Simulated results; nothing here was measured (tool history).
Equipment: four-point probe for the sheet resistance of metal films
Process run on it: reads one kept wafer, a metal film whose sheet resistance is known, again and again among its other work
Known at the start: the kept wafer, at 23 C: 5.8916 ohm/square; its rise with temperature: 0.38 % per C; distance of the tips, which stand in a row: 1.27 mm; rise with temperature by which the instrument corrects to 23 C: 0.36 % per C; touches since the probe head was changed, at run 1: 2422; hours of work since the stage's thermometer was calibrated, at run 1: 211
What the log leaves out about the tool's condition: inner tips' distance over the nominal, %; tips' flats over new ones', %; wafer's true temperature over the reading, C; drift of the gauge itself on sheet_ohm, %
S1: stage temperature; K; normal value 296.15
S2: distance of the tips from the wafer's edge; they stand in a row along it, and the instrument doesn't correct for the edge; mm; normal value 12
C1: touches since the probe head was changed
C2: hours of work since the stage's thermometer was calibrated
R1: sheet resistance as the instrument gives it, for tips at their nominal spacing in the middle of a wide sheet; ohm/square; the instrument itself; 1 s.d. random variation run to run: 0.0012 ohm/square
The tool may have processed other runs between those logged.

run,hour,S1,S2,C1,C2,R1
1,0.0,296.15,12,2422,211,5.936904
2,51.3,302.15,12,5351,246,5.941015
3,134.3,302.15,12,10086,303,5.939251
4,206.1,302.15,12,14181,351,5.940843
5,292.4,296.15,12,19104,410,5.930144
6,341.8,296.15,12,21928,444,5.929494
7,395.3,296.15,12,24979,480,5.927708
8,442.3,299.15,12,27660,512,5.929090
9,483.8,296.15,12,30031,540,5.925712
10,545.0,296.15,12,33521,582,5.922873
11,624.8,296.15,12,38076,636,5.921591
12,712.0,296.15,12,43048,696,5.923100
13,790.1,297.15,4,47510,749,6.186262
14,851.3,297.15,4,50997,790,6.186924
15,906.2,296.15,4,54133,828,6.183013
16,959.6,294.15,64,57177,864,5.878542
17,1023.9,296.15,28,60849,908,5.886291
18,1089.3,296.15,28,64579,952,5.882758
19,1156.9,306.15,31,68436,998,5.891592

Below are 4 alternative next runs, each starting from the tool's condition after run 19. Predict each:
A,1243.4,300.15,75,73372,1057,?
B,1243.4,296.15,14,73372,1057,?
C,1243.4,304.15,12,73372,1057,?
D,1243.4,305.15,31,73372,1057,?

run,R1
A,5.878707
B,5.902396
C,5.916928
D,5.889174
Without the tool's unlogged condition, the same runs would have read:
run,R1
A,5.897201
B,5.920874
C,5.935611
D,5.907797
